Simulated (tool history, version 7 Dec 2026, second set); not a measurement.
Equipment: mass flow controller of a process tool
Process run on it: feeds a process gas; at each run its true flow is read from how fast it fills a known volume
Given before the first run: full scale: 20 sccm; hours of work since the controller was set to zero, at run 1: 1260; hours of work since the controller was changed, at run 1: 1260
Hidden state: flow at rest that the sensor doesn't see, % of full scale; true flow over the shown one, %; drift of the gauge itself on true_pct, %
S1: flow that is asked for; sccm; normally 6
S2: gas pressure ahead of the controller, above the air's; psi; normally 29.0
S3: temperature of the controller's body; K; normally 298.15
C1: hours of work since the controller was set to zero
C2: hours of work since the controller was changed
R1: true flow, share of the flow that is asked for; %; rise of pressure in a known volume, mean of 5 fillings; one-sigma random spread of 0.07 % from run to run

| run | hour | S1 | S2 | S3 | C1 | C2 | R1 |
|---|---|---|---|---|---|---|---|
| 1 | 0.0 | 6 | 29.0 | 298.15 | 1260 | 1260 | 99.01 |
| 2 | 123.1 | 6 | 29.0 | 298.15 | 1345 | 1345 | 99.07 |
| 3 | 318.7 | 6 | 29.0 | 298.15 | 1481 | 1481 | 99.35 |
| 4 | 446.0 | 6 | 29.0 | 298.15 | 1569 | 1569 | 99.18 |
| 5 | 594.1 | 6 | 29.0 | 298.15 | 1672 | 1672 | 99.32 |
| 6 | 765.3 | 6 | 29.0 | 302.15 | 1791 | 1791 | 99.85 |
| 7 | 879.3 | 6 | 29.0 | 302.15 | 1870 | 1870 | 99.81 |
| 8 | 1085.7 | 6 | 29.0 | 302.15 | 2013 | 2013 | 99.92 |
| 9 | 1212.6 | 6 | 29.0 | 302.15 | 2101 | 2101 | 100.13 |
| 10 | 1315.7 | 6 | 29.0 | 298.15 | 2173 | 2173 | 99.74 |
| 11 | 1436.5 | 6 | 29.0 | 298.15 | 2257 | 2257 | 99.84 |
| 12 | 1614.5 | 3 | 29.0 | 298.15 | 2380 | 2380 | 100.34 |
| 13 | 1788.2 | 3 | 29.0 | 298.15 | 2501 | 2501 | 100.46 |
| 14 | 1999.6 | 3 | 29.0 | 298.15 | 2647 | 2647 | 100.58 |
| 15 | 2152.6 | 6 | 29.0 | 298.15 | 2753 | 2753 | 100.26 |
| 16 | 2274.4 | 6 | 29.0 | 298.15 | 2838 | 2838 | 100.41 |
| 17 | 2388.7 | 6 | 23.1 | 298.15 | 2917 | 2917 | 100.61 |
| 18 | 2547.8 | 6 | 29.7 | 298.15 | 3028 | 3028 | 100.54 |
| 19 | 2734.3 | 11 | 29.7 | 298.15 | 3157 | 3157 | 101.04 |
| 20 | 2912.5 | 19 | 29.0 | 298.15 | 3281 | 3281 | 101.95 |
| 21 | 3011.0 | 19 | 29.0 | 298.15 | 3349 | 3349 | 102.08 |
| 22 | 3141.5 | 19 | 29.0 | 298.15 | 3440 | 3440 | 102.17 |
| 23 | 3337.9 | 19 | 29.0 | 298.15 | 3576 | 3576 | 102.18 |
| 24 | 3428.3 | 6 | 29.0 | 298.15 | 3639 | 3639 | 101.05 |
| 25 | 3607.5 | 6 | 29.0 | 298.15 | 3763 | 3763 | 101.21 |
| 26 | 3725.1 | 6 | 29.0 | 298.15 | 3845 | 3845 | 101.38 |
| 27 | 3813.5 | 6 | 26.1 | 298.15 | 3906 | 3906 | 101.41 |
| 28 | 3948.7 | 6 | 29.0 | 296.15 | 4000 | 4000 | 101.20 |
|  | 4069.6 | controller's zero set anew |
| 29 | 4080.1 | 5 | 35.1 | 299.15 | 7 | 4091 | 99.98 |
| 30 | 4284.9 | 14 | 25.1 | 304.15 | 149 | 4233 | 102.11 |
| 31 | 4380.0 | 14 | 25.1 | 304.15 | 215 | 4299 | 102.00 |
| 32 | 4500.9 | 8 | 39.5 | 296.15 | 299 | 4383 | 100.03 |
| 33 | 4626.2 | 2 | 39.5 | 296.15 | 386 | 4470 | 99.62 |
| 34 | 4745.7 | 2 | 38.7 | 296.15 | 469 | 4553 | 99.88 |

What does the tool deliver on the next run?
| 35 | 4883.4 | 2 | 38.7 | 296.15 | 565 | 4648 | ? |

R1: 99.98 %
If the tool had no hidden condition, the same run with the same run-to-run variation would have returned R1 96.74 %.
